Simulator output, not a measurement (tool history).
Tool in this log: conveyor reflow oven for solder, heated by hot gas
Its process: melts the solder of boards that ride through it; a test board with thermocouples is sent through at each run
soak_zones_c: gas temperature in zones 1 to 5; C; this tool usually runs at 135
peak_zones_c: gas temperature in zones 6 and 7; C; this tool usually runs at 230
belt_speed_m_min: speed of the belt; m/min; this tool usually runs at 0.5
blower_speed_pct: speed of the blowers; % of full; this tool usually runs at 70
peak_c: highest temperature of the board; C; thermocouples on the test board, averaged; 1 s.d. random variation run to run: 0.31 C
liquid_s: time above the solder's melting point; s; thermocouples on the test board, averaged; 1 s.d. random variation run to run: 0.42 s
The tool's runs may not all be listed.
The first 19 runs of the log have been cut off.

| run | day | soak_zones_c | peak_zones_c | belt_speed_m_min | blower_speed_pct | peak_c | liquid_s |
|---|---|---|---|---|---|---|---|
| 20 | 51.879 | 145 | 223 | 0.5 | 70 | 212.7 | 63.5 |
| 21 | 55.712 | 145 | 223 | 0.5 | 70 | 213.3 | 63.3 |
| 22 | 58.896 | 145 | 223 | 0.5 | 70 | 212.4 | 63.3 |
| 23 | 62.642 | 123 | 230 | 0.5 | 53 | 212.9 | 54.4 |
| 24 | 65.104 | 147 | 230 | 0.5 | 78 | 219.9 | 69.7 |
|  | 66.871 | thermocouples of zones 6 and 7 changed |
| 25 | 67.842 | 147 | 227 | 0.5 | 88 | 216.4 | 68.4 |
| 26 | 70.742 | 135 | 232 | 0.59 | 56 | 209.8 | 45.3 |
|  | 72.962 | flux residue cleaned out of gas plates and filters |
| 27 | 73.192 | 135 | 232 | 0.59 | 56 | 212.8 | 48.6 |
| 28 | 75.558 | 135 | 232 | 0.59 | 56 | 212.7 | 48.9 |
| 29 | 78.858 | 127 | 232 | 0.464 | 56 | 219.1 | 66.9 |
| 30 | 82.475 | 127 | 232 | 0.464 | 56 | 219.1 | 67.3 |
| 31 | 84.571 | 131 | 237 | 0.438 | 68 | 226.9 | 80.2 |

Consider 4 possible next runs. They are alternatives, not a sequence: every one starts from the tool as it was left by run 31. What does each give?
| A | 87.538 | 148 | 237 | 0.489 | 68 | ? | ? |
| B | 87.538 | 135 | 228 | 0.5 | 87 | ? | ? |
| C | 87.538 | 135 | 230 | 0.5 | 88 | ? | ? |
| D | 87.538 | 129 | 237 | 0.438 | 67 | ? | ? |

| run | peak_c | liquid_s |
|---|---|---|
| A | 226.8 | 77.9 |
| B | 219.3 | 64.6 |
| C | 219.9 | 66.7 |
| D | 227.2 | 78.7 |
Had the tool no hidden state, the same runs would have come out as:
| run | peak_c | liquid_s |
|---|---|---|
| A | 226.5 | 76.9 |
| B | 219.3 | 64 |
| C | 219.8 | 66.1 |
| D | 227 | 77.8 |
